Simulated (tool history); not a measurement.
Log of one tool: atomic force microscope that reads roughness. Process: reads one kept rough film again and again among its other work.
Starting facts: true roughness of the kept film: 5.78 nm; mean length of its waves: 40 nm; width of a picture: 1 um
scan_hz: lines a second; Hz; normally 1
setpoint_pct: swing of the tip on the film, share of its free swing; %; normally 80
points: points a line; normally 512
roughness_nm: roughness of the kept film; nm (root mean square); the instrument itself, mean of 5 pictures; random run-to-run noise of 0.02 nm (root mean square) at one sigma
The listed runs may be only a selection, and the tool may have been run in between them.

Run 1, hour 0: usual settings. Result: roughness_nm 4.657 nm (root mean square).
Run 2, hour 7.6: usual settings but scan_hz 2.87 Hz. Result: roughness_nm 4.328 nm (root mean square).
Run 3, hour 20.5: usual settings but scan_hz 2.87 Hz. Result: roughness_nm 4.124 nm (root mean square).
Run 4, hour 32.9: usual settings. Result: roughness_nm 4.237 nm (root mean square).
Run 5, hour 45.1: usual settings. Result: roughness_nm 4.116 nm (root mean square).
Run 6, hour 52.3: usual settings. Result: roughness_nm 4.01 nm (root mean square).
At hour 57: new tip fitted.
Run 7, hour 66.4: usual settings but scan_hz 2.45 Hz. Result: roughness_nm 4.529 nm (root mean square).
Run 8, hour 76.6: usual settings but scan_hz 2.45 Hz. Result: roughness_nm 4.393 nm (root mean square).
Run 9, hour 83.7: usual settings but points 772. Result: roughness_nm 4.447 nm (root mean square).
Run 10, hour 96.7: usual settings but points 772. Result: roughness_nm 4.326 nm (root mean square).
Run 11, hour 107.7: usual settings but scan_hz 1.51 Hz, points 772. Result: roughness_nm 4.178 nm (root mean square).
Run 12, hour 117.2: usual settings. Result: roughness_nm 4.125 nm (root mean square).
At hour 127: new tip fitted.
Run 13, hour 129.5: usual settings. Result: roughness_nm 4.861 nm (root mean square).
Run 14, hour 138.7: usual settings but points 286. Result: roughness_nm 4.681 nm (root mean square).
Run 15, hour 149.7: usual settings but points 286. Result: roughness_nm 4.487 nm (root mean square).
Run 16, hour 156.5: usual settings but points 286. Result: roughness_nm 4.409 nm (root mean square).
Run 17, hour 169.2: usual settings but points 286. Result: roughness_nm 4.285 nm (root mean square).
Run 18, hour 177.7: usual settings. Result: roughness_nm 4.2 nm (root mean square).
Run 19, hour 187.2: usual settings. Result: roughness_nm 4.119 nm (root mean square).
Run 20, hour 193.6: usual settings. Result: roughness_nm 4.041 nm (root mean square).
At hour 196.3: new tip fitted.
Run 21, hour 206.2: usual settings. Result: roughness_nm 4.731 nm (root mean square).
Run 22, hour 218.4: usual settings but points 498. Result: roughness_nm 4.524 nm (root mean square).
Run 23, hour 226.3: usual settings but points 498. Result: roughness_nm 4.435 nm (root mean square).
Run 24, hour 239.1: usual settings but scan_hz 1.43 Hz, points 997. Result: roughness_nm 4.241 nm (root mean square).
Run 25, hour 252.2: usual settings but scan_hz 1.43 Hz, points 997. Result: roughness_nm 4.063 nm (root mean square).
Run 26, hour 262.8: usual settings but scan_hz 2.3 Hz. Result: roughness_nm 3.876 nm (root mean square).
At hour 265.7: new tip fitted.
Run 27, hour 274.5: usual settings but scan_hz 2.3 Hz. Result: roughness_nm 4.521 nm (root mean square).
Run 28, hour 287.5: usual settings but scan_hz 1.68 Hz, setpoint_pct 81 %. Result: roughness_nm 4.45 nm (root mean square).
Run 29, hour 300.2: usual settings but scan_hz 0.9 Hz, setpoint_pct 55 %, points 564. Result: roughness_nm 4.492 nm (root mean square).
Run 30, hour 308: usual settings but scan_hz 0.68 Hz, setpoint_pct 79 %, points 737. Result: roughness_nm 4.349 nm (root mean square).
Run 31, hour 320.7: usual settings but scan_hz 0.68 Hz, setpoint_pct 79 %, points 737. Result: roughness_nm 4.213 nm (root mean square).
Run 32, hour 329: usual settings but scan_hz 0.68 Hz, setpoint_pct 79 %, points 737. Result: roughness_nm 4.109 nm (root mean square).
At hour 335.3: new tip fitted.
Run 33, hour 335.4: usual settings but scan_hz 0.68 Hz, setpoint_pct 79 %, points 737. Result: roughness_nm 4.905 nm (root mean square).
Run 34, hour 341.3: usual settings but scan_hz 3.56 Hz, setpoint_pct 59 %, points 987. Result: roughness_nm 4.739 nm (root mean square).
Run 35, hour 354.2: usual settings but scan_hz 3.56 Hz, setpoint_pct 59 %, points 987. Result: roughness_nm 4.571 nm (root mean square).
Run 36, hour 363: usual settings but scan_hz 1.85 Hz. Result: roughness_nm 4.341 nm (root mean square).
Run 37, hour 371: usual settings but scan_hz 2.19 Hz, points 424. Result: roughness_nm 4.2 nm (root mean square).
Run 38, hour 379.3: usual settings but scan_hz 2.19 Hz, points 424. Result: roughness_nm 4.063 nm (root mean square).
Run 39, hour 386.4: usual settings but setpoint_pct 82 %, points 378. Result: roughness_nm 4.137 nm (root mean square).
Run 40, hour 395.5: usual settings but scan_hz 1.67 Hz, setpoint_pct 66 %, points 867. Result: roughness_nm 4.107 nm (root mean square).
At hour 404.6: new tip fitted.
Run 41, hour 404.8: usual settings but scan_hz 3.95 Hz, setpoint_pct 66 %, points 867. Result: roughness_nm 4.748 nm (root mean square).
Run 42, hour 417.2: usual settings but points 424. Result: roughness_nm 4.638 nm (root mean square).
Run 43, hour 429.4: usual settings but scan_hz 1.01 Hz, setpoint_pct 74 %, points 474. Result: roughness_nm 4.539 nm (root mean square).
Run 44, hour 441.8: usual settings but scan_hz 1.01 Hz, setpoint_pct 74 %, points 474. Result: roughness_nm 4.384 nm (root mean square).
Run 45, hour 453.3: usual settings but scan_hz 1.01 Hz, setpoint_pct 79 %, points 670. Result: roughness_nm 4.21 nm (root mean square).

Had the tool no unlogged condition, and each run kept its random variation, what would the results have been?
Hidden conditions of the tool in this case: radius of the tip, nm; height scale over the true one, %; drift of the gauge itself on roughness_nm, %.
run  roughness_nm
  1           4.9
  2         4.658
  3         4.601
  4         4.895
  5         4.925
  6          4.88
  7         4.691
  8         4.683
  9         4.842
 10         4.888
 11         4.859
 12          4.92
 13         4.922
 14          4.87
 15         4.816
 16         4.832
 17          4.87
 18          4.89
 19         4.933
 20          4.91
 21         4.911
 22         4.872
 23         4.901
 24         4.845
 25         4.794
 26         4.693
 27         4.682
 28         4.777
 29         5.004
 30         4.944
 31         4.958
 32         4.938
 33         4.957
 34         4.878
 35         4.895
 36          4.77
 37         4.717
 38         4.673
 39         4.855
 40         4.924
 41         4.797
 42         4.862
 43         4.934
 44         4.935
 45         4.898

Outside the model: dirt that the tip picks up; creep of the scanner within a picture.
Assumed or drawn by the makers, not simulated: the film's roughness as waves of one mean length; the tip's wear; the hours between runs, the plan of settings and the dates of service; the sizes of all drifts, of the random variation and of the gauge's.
